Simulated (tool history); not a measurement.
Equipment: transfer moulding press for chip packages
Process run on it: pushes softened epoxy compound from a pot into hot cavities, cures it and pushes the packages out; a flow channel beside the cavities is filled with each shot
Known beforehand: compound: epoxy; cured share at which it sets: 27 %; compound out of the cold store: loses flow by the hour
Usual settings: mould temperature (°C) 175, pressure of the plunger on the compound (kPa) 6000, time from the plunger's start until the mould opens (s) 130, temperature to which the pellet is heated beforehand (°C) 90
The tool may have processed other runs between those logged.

run,hour,mould temperature (°C),pressure of the plunger on the compound (kPa),time from the plunger's start until the mould opens (s),temperature to which the pellet is heated beforehand (°C),incoming compound's hours out of the cold store,length that the compound runs in the flow channel (mm),greatest force on the pins that push the packages out (N)
1,0.0,175,6000,130,90,44.5,816,382
# hour 4.3: cavities cleaned with cleaning compound and waxed
2,9.7,175,6250,130,90,18.9,971,294
3,15.5,175,6250,130,90,22.3,956,311
4,21.7,175,6250,130,90,22.1,955,322
5,32.8,178,6000,130,90,28.1,889,308
6,41.1,178,6000,130,90,46.3,800,315
7,49.4,178,6000,130,90,9.9,994,350
8,55.7,178,7290,130,90,35.9,935,335
# hour 64.5: cavities cleaned with cleaning compound and waxed
9,64.9,178,7290,130,90,17.5,1046,257
10,75.7,175,6000,130,90,38.7,844,306
11,83.3,175,6000,130,90,44.8,815,323
12,93.6,175,6000,130,90,9.8,1002,362
13,103.8,175,6000,130,90,47.3,801,346
14,108.8,175,6000,130,90,40.7,833,364
15,115.5,175,6000,130,90,30.8,884,372
16,122.2,175,6000,130,90,13.5,980,408
# hour 124.5: cavities cleaned with cleaning compound and waxed
17,129.5,175,6000,130,90,27.4,899,293
18,138.0,175,6000,130,90,35.4,861,315
19,147.2,168,7150,130,90,14.5,1099,544
20,152.9,175,6000,130,85,34.5,862,359
21,158.1,181,7170,166,99,15.6,1029,293
22,168.6,171,5530,167,99,43.3,796,333
23,174.4,175,6230,113,82,18.1,972,504
24,179.1,181,6230,113,97,44.1,808,370
# hour 184.3: cavities cleaned with cleaning compound and waxed
25,187.1,179,5530,115,90,32.1,826,292
26,194.3,172,5180,130,97,15.6,904,366
27,203.1,172,5180,130,97,30.0,831,363
28,209.2,178,6650,143,96,45.6,838,290
29,216.6,169,5090,154,95,37.6,796,335

Forecast each of these 3 alternatives for the next run:
A,224.9,169,5090,149,95,9.8,?,?
B,224.9,167,6000,130,97,17.0,?,?
C,224.9,169,7120,149,95,10.9,?,?

run,length that the compound runs in the flow channel (mm),greatest force on the pins that push the packages out (N)
A,944,403
B,987,595
C,1107,406
Without the tool's hidden state the same runs would have given:
run,length that the compound runs in the flow channel (mm),greatest force on the pins that push the packages out (N)
A,964,323
B,1008,481
C,1131,324
